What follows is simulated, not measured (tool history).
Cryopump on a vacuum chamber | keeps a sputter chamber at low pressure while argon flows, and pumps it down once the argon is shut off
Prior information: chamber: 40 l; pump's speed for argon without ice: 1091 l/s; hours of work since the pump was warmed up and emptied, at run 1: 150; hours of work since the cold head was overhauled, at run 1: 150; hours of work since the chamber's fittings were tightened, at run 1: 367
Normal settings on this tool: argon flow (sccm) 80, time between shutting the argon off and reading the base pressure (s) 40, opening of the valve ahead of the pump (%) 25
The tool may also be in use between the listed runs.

run   hour  argon flow (sccm)  time between shutting the argon off and reading the base pressure (s)  opening of the valve ahead of the pump (%)  hours of work since the pump was warmed up and emptied  hours of work since the cold head was overhauled  hours of work since the chamber's fittings were tightened  pressure while argon flows (Pa)  pressure after the wait (uPa)
  1      0                 80                                                                     40                                          25                                                     150                                               150                                                        367                           0.5142                           3.04
  2    8.1                 80                                                                     40                                          25                                                     154                                               154                                                        371                           0.5105                            3.1
  3   17.4                 80                                                                     40                                          25                                                     159                                               159                                                        375                           0.5119                            3.1
  4   26.7                 80                                                                     40                                          25                                                     163                                               163                                                        380                           0.5139                           3.01
  5   37.1                 80                                                                     40                                          18                                                     169                                               169                                                        385                           0.7022                           3.04
  6     47                 80                                                                     40                                          25                                                     174                                               174                                                        390                           0.5121                           3.06
  7   61.8                 78                                                                     40                                          25                                                     181                                               181                                                        397                           0.4972                           2.97
  8   69.5                 93                                                                     40                                          25                                                     185                                               185                                                        401                           0.5988                           3.06
  9   82.3                 93                                                                     40                                          25                                                     191                                               191                                                        407                           0.5924                           3.17
 10   93.8                 93                                                                     40                                          25                                                     197                                               197                                                        413                           0.5986                           3.03
 11  100.4                 80                                                                     48                                          25                                                     200                                               200                                                        416                           0.5177                           2.65
 12  108.8                125                                                                     40                                          25                                                     204                                               204                                                        420                           0.8025                           3.05
 13  118.7                125                                                                    197                                          25                                                     209                                               209                                                        425                           0.8071                           1.06
 14  130.4                125                                                                    197                                          25                                                     215                                               215                                                        431                           0.8048                           1.04
 15  142.2                 80                                                                     40                                          25                                                     220                                               220                                                        437                           0.5158                           3.03
 16  150.2                 80                                                                     40                                          25                                                     224                                               224                                                        441                           0.5167                           3.07
 17  157.3                 80                                                                     40                                          25                                                     228                                               228                                                        444                           0.5178                           3.12
 18  169.4                 80                                                                     40                                          29                                                     234                                               234                                                        450                           0.4511                           3.11
 19  179.6                 32                                                                    290                                          28                                                     239                                               239                                                        455                           0.1861                           0.85
 20  191.6                 32                                                                    290                                          28                                                     245                                               245                                                        461                           0.1862                            0.9
 21  205.4                 80                                                                    267                                          25                                                     251                                               251                                                        468                           0.5238                           0.92
 22  219.3                 80                                                                    267                                          25                                                     258                                               258                                                        475                           0.5227                           0.95
 23  226.1                144                                                                    200                                          25                                                     262                                               262                                                        478                           0.9313                           1.06
 24  232.7                 80                                                                     39                                          21                                                     265                                               265                                                        481                           0.6168                            3.2
 25  243.5                 55                                                                     27                                          17                                                     270                                               270                                                        486                           0.5194                           4.33
 26  253.3                 70                                                                    293                                          56                                                     275                                               275                                                        491                           0.2165                           0.93
 27  264.8                 70                                                                    293                                          56                                                     281                                               281                                                        497                           0.2179                           0.92
 28  274.5                 70                                                                    293                                          56                                                     285                                               285                                                        502                            0.218                           0.92
 29    287                 98                                                                     80                                          18                                                     292                                               292                                                        508                            0.877                           1.83
 30  302.8                111                                                                     40                                          20                                                     299                                               299                                                        516                           0.8999                           3.21
 31  318.5                 40                                                                    101                                          27                                                     307                                               307                                                        523                            0.247                            1.6
 32  326.4                 40                                                                    101                                          27                                                     311                                               311                                                        527                           0.2451                           1.65
 33  342.9                 40                                                                    101                                          27                                                     319                                               319                                                        535                           0.2463                           1.61
 34  354.5                120                                                                    215                                          27                                                     325                                               325                                                        541                           0.7341                            1.1

What would each run have given without the hidden state, its run-to-run variation left as it was?
Hidden state present: pump's speed, % of a pump's without ice; cold plate's temperature, K; leak into the chamber, uPa l/s; drift of the gauge itself on working_pa, %; drift of the gauge itself on base_upa, %.
run  pressure while argon flows (Pa)  pressure after the wait (uPa)
  1                              0.5                           2.85
  2                            0.496                            2.9
  3                           0.4969                           2.89
  4                           0.4985                           2.81
  5                           0.6864                           2.83
  6                           0.4958                           2.85
  7                           0.4806                           2.76
  8                           0.5784                           2.85
  9                           0.5714                           2.94
 10                           0.5767                            2.8
 11                           0.4985                           2.42
 12                            0.772                           2.82
 13                           0.7758                           0.82
 14                           0.7728                            0.8
 15                           0.4947                           2.79
 16                           0.4951                           2.83
 17                           0.4959                           2.87
 18                           0.4285                           2.85
 19                           0.1769                            0.6
 20                           0.1767                           0.63
 21                           0.4991                           0.65
 22                           0.4974                           0.67
 23                           0.8856                           0.78
 24                           0.5908                           2.92
 25                           0.5013                           4.04
 26                            0.193                           0.64
 27                           0.1937                           0.63
 28                           0.1934                           0.63
 29                           0.8416                           1.53
 30                           0.8587                            2.9
 31                           0.2316                           1.28
 32                           0.2296                           1.32
 33                           0.2303                           1.29
 34                           0.6852                           0.77

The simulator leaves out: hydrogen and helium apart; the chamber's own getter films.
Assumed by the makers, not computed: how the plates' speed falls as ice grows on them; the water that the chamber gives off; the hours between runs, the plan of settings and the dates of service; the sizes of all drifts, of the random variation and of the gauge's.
